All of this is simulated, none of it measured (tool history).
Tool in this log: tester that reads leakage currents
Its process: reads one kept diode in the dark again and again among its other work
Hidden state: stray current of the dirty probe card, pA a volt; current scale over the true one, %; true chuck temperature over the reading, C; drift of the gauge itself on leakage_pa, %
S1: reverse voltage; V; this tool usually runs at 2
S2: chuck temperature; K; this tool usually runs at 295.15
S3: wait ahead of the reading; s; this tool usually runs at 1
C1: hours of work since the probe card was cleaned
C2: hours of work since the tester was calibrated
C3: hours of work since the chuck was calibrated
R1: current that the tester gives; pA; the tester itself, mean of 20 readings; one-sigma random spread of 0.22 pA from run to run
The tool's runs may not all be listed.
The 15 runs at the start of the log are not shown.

| run | hour | S1 | S2 | S3 | C1 | C2 | C3 | R1 |
|---|---|---|---|---|---|---|---|---|
| 16 | 862 | 2 | 295.15 | 1 | 202 | 1801 | 1129 | 66.1 |
| 17 | 920.1 | 2 | 295.15 | 1 | 228 | 1827 | 1155 | 66.25 |
| 18 | 986.2 | 2 | 295.15 | 1 | 258 | 1857 | 1186 | 65.82 |
| 19 | 1068.3 | 2 | 295.15 | 1 | 296 | 1895 | 1223 | 65.91 |
| 20 | 1109.8 | 2 | 295.15 | 1 | 314 | 1913 | 1242 | 65.66 |
| 21 | 1172.2 | 2 | 295.15 | 1 | 343 | 1942 | 1270 | 65.58 |
| 22 | 1206.8 | 2 | 295.15 | 1 | 359 | 1958 | 1286 | 65.5 |
| 23 | 1286.1 | 3.46 | 301.15 | 7.32 | 395 | 1994 | 1322 | 133.89 |
| 24 | 1338.2 | 3.46 | 301.15 | 7.32 | 419 | 2018 | 1346 | 134.56 |
| 25 | 1407.6 | 2 | 298.15 | 1 | 450 | 2049 | 1378 | 82.1 |
| 26 | 1491.9 | 8.22 | 298.15 | 2.12 | 489 | 2088 | 1416 | 160.73 |
| 27 | 1570.6 | 8.22 | 298.15 | 2.12 | 524 | 2123 | 1452 | 160.14 |
| 28 | 1652.1 | 8.22 | 316.15 | 0.77 | 562 | 2161 | 1489 | 600.17 |
| 29 | 1709.9 | 1.71 | 327.15 | 9.59 | 588 | 2187 | 1515 | 599.48 |
| 30 | 1778.7 | 19.91 | 327.15 | 2.59 | 619 | 2218 | 1547 | 1906.58 |
| 31 | 1844 | 2 | 301.15 | 0.82 | 649 | 2248 | 1577 | 102.3 |
| 32 | 1891.6 | 16.93 | 299.15 | 5.1 | 671 | 2270 | 1598 | 240.2 |
|  | 1923.2 | chuck's temperature calibrated |
| 33 | 1952.9 | 4.81 | 305.15 | 0.34 | 698 | 2297 | 14 | 238.72 |
| 34 | 1999.3 | 15.63 | 319.15 | 8.06 | 719 | 2318 | 35 | 1102.68 |
| 35 | 2069.8 | 5.31 | 304.15 | 3.42 | 751 | 2350 | 67 | 228.92 |
| 36 | 2142.6 | 2 | 296.15 | 5.12 | 784 | 2383 | 100 | 77.84 |
| 37 | 2199 | 2 | 296.15 | 5.12 | 810 | 2409 | 126 | 77.68 |
| 38 | 2272.2 | 3.87 | 293.15 | 1.81 | 843 | 2442 | 159 | 84.11 |
| 39 | 2313.5 | 3.87 | 293.15 | 1.81 | 862 | 2461 | 178 | 83.18 |
| 40 | 2380.9 | 1.55 | 294.15 | 1 | 893 | 2492 | 209 | 58.63 |

Run 41, settings as shown, results not yet in. Your forecast:
| 41 | 2419.9 | 5.27 | 299.15 | 0.34 | 911 | 2510 | 226 | ? |

R1: 157.06 pA
Without the tool's hidden state the same run would have given R1 157.74 pA.
